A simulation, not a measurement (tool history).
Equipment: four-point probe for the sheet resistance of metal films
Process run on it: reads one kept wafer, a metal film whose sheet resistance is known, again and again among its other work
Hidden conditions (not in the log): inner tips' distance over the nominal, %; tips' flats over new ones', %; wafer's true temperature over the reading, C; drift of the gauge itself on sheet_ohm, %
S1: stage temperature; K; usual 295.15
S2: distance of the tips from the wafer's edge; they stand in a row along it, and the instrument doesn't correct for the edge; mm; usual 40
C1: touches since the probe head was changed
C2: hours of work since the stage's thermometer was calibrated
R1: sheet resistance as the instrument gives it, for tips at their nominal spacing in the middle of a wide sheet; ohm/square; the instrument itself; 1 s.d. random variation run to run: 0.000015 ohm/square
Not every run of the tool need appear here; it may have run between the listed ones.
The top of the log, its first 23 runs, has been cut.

| run | hour | S1 | S2 | C1 | C2 | R1 |
|---|---|---|---|---|---|---|
| 24 | 1689.7 | 294.15 | 23 | 64419 | 2373 | 0.076516 |
| 25 | 1765.3 | 292.15 | 9 | 65564 | 2428 | 0.077078 |
| 26 | 1826 | 298.15 | 22 | 66481 | 2472 | 0.07633 |
|  | 1869.3 | stage's thermometer calibrated |
| 27 | 1903.4 | 298.15 | 7 | 67645 | 25 | 0.076865 |
| 28 | 1988.6 | 298.15 | 7 | 68934 | 87 | 0.076897 |
| 29 | 2062.5 | 298.15 | 7 | 70051 | 141 | 0.076875 |
| 30 | 2147.8 | 304.15 | 6 | 71342 | 204 | 0.076856 |
| 31 | 2233.8 | 304.15 | 6 | 72643 | 267 | 0.076883 |
| 32 | 2332.7 | 299.15 | 33 | 74138 | 339 | 0.076041 |
| 33 | 2383.1 | 299.15 | 33 | 74902 | 376 | 0.076073 |
| 34 | 2431.3 | 304.15 | 6 | 75630 | 412 | 0.076852 |
| 35 | 2509.4 | 304.15 | 6 | 76812 | 469 | 0.076855 |
| 36 | 2549.6 | 304.15 | 9 | 77420 | 498 | 0.076248 |
| 37 | 2641.3 | 305.15 | 15 | 78807 | 565 | 0.075839 |
| 38 | 2720.9 | 295.15 | 13 | 80012 | 624 | 0.07648 |
| 39 | 2816.9 | 301.15 | 5 | 81464 | 694 | 0.077512 |
| 40 | 2859 | 294.15 | 40 | 82100 | 725 | 0.076299 |

Branching from run 40: 4 alternative next runs. What would each branch give?
| A | 2942.6 | 305.15 | 40 | 83365 | 786 | ? |
| B | 2942.6 | 294.15 | 17 | 83365 | 786 | ? |
| C | 2942.6 | 300.15 | 20 | 83365 | 786 | ? |
| D | 2942.6 | 307.15 | 24 | 83365 | 786 | ? |

| run | R1 |
|---|---|
| A | 0.075721 |
| B | 0.07644 |
| C | 0.076045 |
| D | 0.075652 |
Without the tool's hidden state the same runs would have given:
| run | R1 |
|---|---|
| A | 0.076348 |
| B | 0.07707 |
| C | 0.076673 |
| D | 0.076278 |

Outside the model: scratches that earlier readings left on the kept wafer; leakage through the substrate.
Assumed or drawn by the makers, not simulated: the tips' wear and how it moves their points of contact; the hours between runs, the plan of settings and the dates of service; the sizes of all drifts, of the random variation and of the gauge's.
